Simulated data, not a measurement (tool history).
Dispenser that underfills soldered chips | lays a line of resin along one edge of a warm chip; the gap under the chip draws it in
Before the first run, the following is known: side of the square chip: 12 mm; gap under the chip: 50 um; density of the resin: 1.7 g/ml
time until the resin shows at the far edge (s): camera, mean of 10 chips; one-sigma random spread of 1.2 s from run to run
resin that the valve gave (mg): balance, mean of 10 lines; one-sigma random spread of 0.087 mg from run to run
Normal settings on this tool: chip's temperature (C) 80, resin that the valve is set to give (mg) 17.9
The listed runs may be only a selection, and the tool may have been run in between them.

run	hour	chip's temperature (C)	resin that the valve is set to give (mg)	time until the resin shows at the far edge (s)	resin that the valve gave (mg)
1	0.0	80	17.9	126.7	17.89
2	6.0	80	17.9	163.7	17.61
# hour 8.6: new syringe of resin
3	10.8	80	17.9	123.6	17.79
4	16.3	80	17.9	159.1	17.65
# hour 19.8: new syringe of resin
5	22.1	80	17.9	119.5	17.62
6	27.3	80	17.9	155.5	17.63
# hour 31.3: new syringe of resin
7	33.7	80	21.8	124.0	21.26
8	39.3	80	21.8	155.2	21.27
# hour 42.4: new syringe of resin
9	45.1	88	17.9	85.1	17.42
10	50.4	88	17.9	109.9	17.36
# hour 53.9: new syringe of resin
11	57.4	84	22.7	105.7	21.98
12	62.5	66	22.7	321.5	21.85
# hour 64.8: new syringe of resin
13	67.5	66	22.7	245.2	21.91

Branching from run 13: 4 alternative next runs. What would each branch give?
A	72.5	87	21.4	?	?
B	72.5	80	15.8	?	?
C	72.5	86	22.4	?	?
D	72.5	91	17.9	?	?

run	time until the resin shows at the far edge (s)	resin that the valve gave (mg)
A	109.2	20.82
B	159.4	15.17
C	113.5	21.62
D	92.6	17.27
Without the tool's unlogged condition, the same runs would have read:
run	time until the resin shows at the far edge (s)	resin that the valve gave (mg)
A	81.3	21.71
B	117.5	15.82
C	84.4	22.54
D	68.5	18.00
